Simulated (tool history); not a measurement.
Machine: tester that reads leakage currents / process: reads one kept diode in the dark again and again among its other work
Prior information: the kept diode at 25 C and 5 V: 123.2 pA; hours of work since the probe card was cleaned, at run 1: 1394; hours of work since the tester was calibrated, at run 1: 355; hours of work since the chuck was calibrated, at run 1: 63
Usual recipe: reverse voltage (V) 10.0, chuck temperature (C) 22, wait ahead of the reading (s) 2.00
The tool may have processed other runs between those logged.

run    hour  reverse voltage (V)  chuck temperature (C)  wait ahead of the reading (s)  hours of work since the probe card was cleaned  hours of work since the tester was calibrated  hours of work since the chuck was calibrated  current that the tester gives (pA)
  1     0.0                 10.0                     22                           2.00                                            1394                                            355                                            63                              140.62
  2    44.7                 10.0                     25                           2.00                                            1429                                            390                                            99                              182.79
  3    94.5                 10.0                     25                           2.00                                            1468                                            429                                           138                              184.68
      109.1  -- probe card cleaned and baked
  4   129.2                 10.0                     25                           2.00                                              16                                            454                                           163                              182.10
  5   157.2                 10.0                     25                           2.00                                              38                                            477                                           185                              182.88
  6   181.0                 10.0                     25                           2.00                                              57                                            495                                           204                              183.12
  7   227.2                 10.0                     22                           0.37                                              93                                            532                                           240                              142.36
  8   280.9                 10.0                     37                           2.00                                             135                                            574                                           282                              507.10
  9   331.4                 10.0                     37                           2.00                                             175                                            614                                           322                              508.28
 10   385.4                 10.0                     25                           2.00                                             218                                            656                                           365                              184.69
 11   430.2                 10.0                     25                           2.00                                             253                                            692                                           400                              186.49
 12   455.4                 10.0                     25                           2.00                                             273                                            711                                           420                              185.62
 13   484.3                 10.0                     25                           2.00                                             296                                            734                                           443                              186.02
 14   540.6                 10.0                     22                           2.00                                             340                                            779                                           487                              143.51
 15   589.9                 10.0                     22                           2.00                                             379                                            817                                           526                              143.73
 16   645.5                 10.0                     22                           2.00                                             423                                            861                                           570                              144.85
 17   700.4                  7.8                     22                           2.00                                             466                                            904                                           613                              125.19
 18   754.2                  7.8                     22                           2.00                                             508                                            947                                           655                              126.21
 19   778.0                  2.4                     22                           2.00                                             527                                            966                                           674                               64.81
 20   803.0                  2.4                     22                           2.00                                             547                                            985                                           694                               65.20
 21   839.5                  9.3                     21                           2.00                                             575                                           1014                                           722                              127.05
 22   894.3                 10.0                     34                           8.36                                             619                                           1057                                           766                              408.46
 23   944.3                 18.3                     36                           2.05                                             658                                           1097                                           805                              683.63
 24   997.2                 12.9                     20                           3.28                                             700                                           1138                                           847                              142.64
 25  1027.1                 10.0                     22                           2.14                                             723                                           1162                                           870                              147.54
 26  1073.6                 10.0                     45                           2.14                                             760                                           1198                                           907                              991.52
 27  1116.4                 10.0                     45                           2.14                                             794                                           1232                                           941                              991.09
 28  1144.9                 10.0                     45                           2.14                                             816                                           1255                                           963                              993.24

Forecast run 29:
 29  1174.8                 10.0                     49                           2.00                                             840                                           1278                                           987                                   ?

current that the tester gives (pA): 1353.20
Take away the tool's hidden state, keep the run-to-run variation as it was, and the same run would have given current that the tester gives (pA) 1291.66.
